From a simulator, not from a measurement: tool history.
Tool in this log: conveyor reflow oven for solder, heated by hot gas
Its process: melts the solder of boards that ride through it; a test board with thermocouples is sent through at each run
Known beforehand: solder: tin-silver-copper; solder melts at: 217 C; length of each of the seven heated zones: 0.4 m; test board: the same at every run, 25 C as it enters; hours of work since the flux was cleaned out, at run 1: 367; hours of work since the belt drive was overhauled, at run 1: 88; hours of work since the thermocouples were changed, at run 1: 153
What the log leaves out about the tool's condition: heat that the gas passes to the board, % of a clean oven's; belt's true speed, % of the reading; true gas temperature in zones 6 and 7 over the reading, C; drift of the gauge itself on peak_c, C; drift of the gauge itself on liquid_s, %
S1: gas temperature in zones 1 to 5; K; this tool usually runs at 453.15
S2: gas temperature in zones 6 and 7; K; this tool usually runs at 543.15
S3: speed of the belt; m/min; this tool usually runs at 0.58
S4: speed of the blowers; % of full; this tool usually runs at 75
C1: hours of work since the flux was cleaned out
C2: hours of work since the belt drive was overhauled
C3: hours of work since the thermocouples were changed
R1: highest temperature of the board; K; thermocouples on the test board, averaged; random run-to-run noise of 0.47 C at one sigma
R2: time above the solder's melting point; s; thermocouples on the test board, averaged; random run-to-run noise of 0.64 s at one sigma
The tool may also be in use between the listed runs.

{"run": 1, "hour": 0.0, "S1": 453.15, "S2": 543.15, "S3": 0.58, "S4": 75, "C1": 367, "C2": 88, "C3": 153, "R1": 523.95, "R2": 62.7}
{"run": 2, "hour": 64.1, "S1": 453.15, "S2": 543.15, "S3": 0.527, "S4": 75, "C1": 412, "C2": 133, "C3": 198, "R1": 527.15, "R2": 71.9}
{"hour": 78.2, "done": "flux residue cleaned out of gas plates and filters"}
{"run": 3, "hour": 117.4, "S1": 447.15, "S2": 543.15, "S3": 0.58, "S4": 75, "C1": 27, "C2": 166, "C3": 232, "R1": 526.65, "R2": 63.4}
{"run": 4, "hour": 167.7, "S1": 447.15, "S2": 543.15, "S3": 0.58, "S4": 75, "C1": 62, "C2": 202, "C3": 267, "R1": 526.75, "R2": 62.8}
{"run": 5, "hour": 233.1, "S1": 453.15, "S2": 543.15, "S3": 0.53, "S4": 75, "C1": 108, "C2": 247, "C3": 312, "R1": 528.95, "R2": 73.7}
{"run": 6, "hour": 289.1, "S1": 453.15, "S2": 543.15, "S3": 0.53, "S4": 75, "C1": 147, "C2": 286, "C3": 351, "R1": 527.95, "R2": 74.3}
{"run": 7, "hour": 325.4, "S1": 453.15, "S2": 543.15, "S3": 0.588, "S4": 75, "C1": 172, "C2": 311, "C3": 377, "R1": 525.35, "R2": 63.2}
{"run": 8, "hour": 354.2, "S1": 453.15, "S2": 543.15, "S3": 0.58, "S4": 75, "C1": 192, "C2": 331, "C3": 397, "R1": 526.05, "R2": 64}
{"run": 9, "hour": 392.8, "S1": 453.15, "S2": 545.15, "S3": 0.58, "S4": 75, "C1": 219, "C2": 358, "C3": 424, "R1": 526.45, "R2": 65.1}
{"run": 10, "hour": 427.5, "S1": 453.15, "S2": 543.15, "S3": 0.58, "S4": 75, "C1": 243, "C2": 383, "C3": 448, "R1": 525.45, "R2": 64.2}
{"run": 11, "hour": 486.3, "S1": 453.15, "S2": 543.15, "S3": 0.58, "S4": 75, "C1": 284, "C2": 423, "C3": 489, "R1": 525.75, "R2": 63.3}
{"run": 12, "hour": 539.4, "S1": 453.15, "S2": 543.15, "S3": 0.58, "S4": 75, "C1": 321, "C2": 460, "C3": 526, "R1": 524.35, "R2": 62.9}
{"run": 13, "hour": 586.0, "S1": 453.15, "S2": 535.15, "S3": 0.58, "S4": 75, "C1": 354, "C2": 493, "C3": 558, "R1": 517.55, "R2": 57.5}
{"run": 14, "hour": 620.7, "S1": 453.15, "S2": 535.15, "S3": 0.58, "S4": 75, "C1": 378, "C2": 517, "C3": 582, "R1": 515.75, "R2": 56.8}
{"run": 15, "hour": 673.0, "S1": 453.15, "S2": 543.15, "S3": 0.58, "S4": 75, "C1": 414, "C2": 554, "C3": 619, "R1": 523.15, "R2": 62.6}
{"hour": 681.1, "done": "flux residue cleaned out of gas plates and filters"}
{"run": 16, "hour": 743.8, "S1": 453.15, "S2": 543.15, "S3": 0.58, "S4": 75, "C1": 44, "C2": 599, "C3": 665, "R1": 525.65, "R2": 65.3}
{"run": 17, "hour": 803.3, "S1": 466.15, "S2": 544.15, "S3": 0.608, "S4": 60, "C1": 85, "C2": 641, "C3": 706, "R1": 524.05, "R2": 66.8}
{"run": 18, "hour": 832.9, "S1": 453.15, "S2": 544.15, "S3": 0.494, "S4": 60, "C1": 106, "C2": 661, "C3": 727, "R1": 528.45, "R2": 79}
{"run": 19, "hour": 862.6, "S1": 453.15, "S2": 544.15, "S3": 0.524, "S4": 60, "C1": 126, "C2": 682, "C3": 747, "R1": 526.55, "R2": 72.5}
{"run": 20, "hour": 907.1, "S1": 465.15, "S2": 543.15, "S3": 0.58, "S4": 75, "C1": 157, "C2": 713, "C3": 778, "R1": 526.85, "R2": 71.5}
{"run": 21, "hour": 941.9, "S1": 463.15, "S2": 533.15, "S3": 0.652, "S4": 67, "C1": 182, "C2": 737, "C3": 803, "R1": 513.95, "R2": 50.6}
{"run": 22, "hour": 1006.9, "S1": 442.15, "S2": 545.15, "S3": 0.609, "S4": 74, "C1": 227, "C2": 783, "C3": 848, "R1": 521.45, "R2": 54.8}
{"hour": 1022.1, "done": "belt drive overhauled, speed set with a stopwatch"}
{"run": 23, "hour": 1047.1, "S1": 442.15, "S2": 545.15, "S3": 0.609, "S4": 74, "C1": 252, "C2": 17, "C3": 873, "R1": 521.75, "R2": 52.1}
{"run": 24, "hour": 1100.0, "S1": 448.15, "S2": 536.15, "S3": 0.582, "S4": 75, "C1": 289, "C2": 54, "C3": 910, "R1": 516.05, "R2": 54.4}
{"run": 25, "hour": 1134.4, "S1": 445.15, "S2": 548.15, "S3": 0.584, "S4": 69, "C1": 313, "C2": 78, "C3": 934, "R1": 523.45, "R2": 58.7}
{"run": 26, "hour": 1173.1, "S1": 463.15, "S2": 545.15, "S3": 0.68, "S4": 74, "C1": 340, "C2": 105, "C3": 961, "R1": 521.75, "R2": 53.6}
{"run": 27, "hour": 1215.3, "S1": 453.15, "S2": 557.15, "S3": 0.671, "S4": 75, "C1": 369, "C2": 135, "C3": 990, "R1": 528.05, "R2": 55.4}
{"run": 28, "hour": 1276.0, "S1": 453.15, "S2": 557.15, "S3": 0.671, "S4": 75, "C1": 412, "C2": 177, "C3": 1033, "R1": 528.35, "R2": 55.7}
{"hour": 1289.8, "done": "flux residue cleaned out of gas plates and filters"}
{"run": 29, "hour": 1319.0, "S1": 446.15, "S2": 545.15, "S3": 0.58, "S4": 90, "C1": 20, "C2": 203, "C3": 1059, "R1": 528.45, "R2": 64.4}
{"run": 30, "hour": 1376.9, "S1": 441.15, "S2": 554.15, "S3": 0.487, "S4": 70, "C1": 61, "C2": 244, "C3": 1099, "R1": 537.55, "R2": 82.1}
{"run": 31, "hour": 1419.7, "S1": 453.15, "S2": 543.15, "S3": 0.674, "S4": 60, "C1": 91, "C2": 273, "C3": 1129, "R1": 515.75, "R2": 44.5}

Here are 3 independent what-if runs from the current tool condition. What would each one return?
{"hour": 1467.9, "done": "thermocouples of zones 6 and 7 changed"}
{"run": "A", "hour": 1479.3, "S1": 464.15, "S2": 544.15, "S3": 0.58, "S4": 74, "C1": 131, "C2": 314, "C3": 8, "R1": "?", "R2": "?"}
{"hour": 1467.9, "done": "thermocouples of zones 6 and 7 changed"}
{"run": "B", "hour": 1479.3, "S1": 453.15, "S2": 543.15, "S3": 0.674, "S4": 81, "C1": 131, "C2": 314, "C3": 8, "R1": "?", "R2": "?"}
{"hour": 1467.9, "done": "thermocouples of zones 6 and 7 changed"}
{"run": "C", "hour": 1479.3, "S1": 464.15, "S2": 555.15, "S3": 0.674, "S4": 73, "C1": 131, "C2": 314, "C3": 8, "R1": "?", "R2": "?"}

run=A R1=530.05 R2=73.1
run=B R1=523.85 R2=52.7
run=C R1=534.25 R2=63.5
With no hidden state in the tool, these same runs would have given:
run=A R1=530.85 R2=73.3
run=B R1=524.95 R2=53.4
run=C R1=535.35 R2=63.8
